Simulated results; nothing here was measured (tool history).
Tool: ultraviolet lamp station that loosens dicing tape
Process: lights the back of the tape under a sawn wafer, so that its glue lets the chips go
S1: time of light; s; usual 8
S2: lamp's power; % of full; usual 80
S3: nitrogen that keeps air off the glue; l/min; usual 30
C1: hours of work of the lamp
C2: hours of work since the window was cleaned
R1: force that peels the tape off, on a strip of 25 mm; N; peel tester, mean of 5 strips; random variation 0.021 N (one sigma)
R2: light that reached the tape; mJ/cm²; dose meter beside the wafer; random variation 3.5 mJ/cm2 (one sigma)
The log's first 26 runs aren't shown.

run 27 day=7.858 | S1=8 S2=80 S3=51 | C1=241 C2=248 | R1=0.765 R2=555
run 28 day=8.138 | S1=8 S2=80 S3=51 | C1=244 C2=251 | R1=0.737 R2=562
run 29 day=8.317 | S1=8 S2=80 S3=37 | C1=245 C2=253 | R1=0.864 R2=565
run 30 day=8.517 | S1=8 S2=80 S3=37 | C1=248 C2=255 | R1=0.863 R2=561
run 31 day=8.775 | S1=8 S2=80 S3=37 | C1=250 C2=258 | R1=0.908 R2=563
run 32 day=9.196 | S1=6 S2=80 S3=34 | C1=255 C2=262 | R1=1.662 R2=429
run 33 day=9.404 | S1=6 S2=80 S3=34 | C1=257 C2=265 | R1=1.651 R2=421
run 34 day=9.638 | S1=14 S2=80 S3=30 | C1=259 C2=267 | R1=0.310 R2=997
run 35 day=10.038 | S1=14 S2=88 S3=26 | C1=264 C2=271 | R1=0.277 R2=1084
run 36 day=10.271 | S1=14 S2=88 S3=26 | C1=266 C2=274 | R1=0.274 R2=1083
run 37 day=10.567 | S1=14 S2=88 S3=26 | C1=269 C2=277 | R1=0.280 R2=1089
run 38 day=10.767 | S1=8 S2=69 S3=16 | C1=271 C2=279 | R1=1.904 R2=482
run 39 day=10.992 | S1=8 S2=70 S3=35 | C1=274 C2=281 | R1=1.247 R2=495
run 40 day=11.179 | S1=8 S2=70 S3=35 | C1=276 C2=283 | R1=1.211 R2=492
run 41 day=11.604 | S1=8 S2=61 S3=36 | C1=280 C2=288 | R1=1.553 R2=431
run 42 day=11.788 | S1=8 S2=61 S3=36 | C1=282 C2=290 | R1=1.556 R2=435
run 43 day=12.104 | S1=8 S2=61 S3=36 | C1=285 C2=293 | R1=1.586 R2=425

Forecast each of these 4 alternatives for the next run:
run A day=12.483 | S1=8 S2=65 S3=60 | C1=289 C2=297 | R1=? R2=?
run B day=12.483 | S1=5 S2=70 S3=19 | C1=289 C2=297 | R1=? R2=?
run C day=12.483 | S1=9 S2=74 S3=30 | C1=289 C2=297 | R1=? R2=?
run D day=12.483 | S1=8 S2=80 S3=15 | C1=289 C2=297 | R1=? R2=?

run=A R1=1.075 R2=457
run=B R1=3.047 R2=310
run=C R1=0.925 R2=583
run=D R1=1.540 R2=560
Without the tool's hidden state the same runs would have given:
run=A R1=1.074 R2=458
run=B R1=3.044 R2=310
run=C R1=0.924 R2=584
run=D R1=1.538 R2=560

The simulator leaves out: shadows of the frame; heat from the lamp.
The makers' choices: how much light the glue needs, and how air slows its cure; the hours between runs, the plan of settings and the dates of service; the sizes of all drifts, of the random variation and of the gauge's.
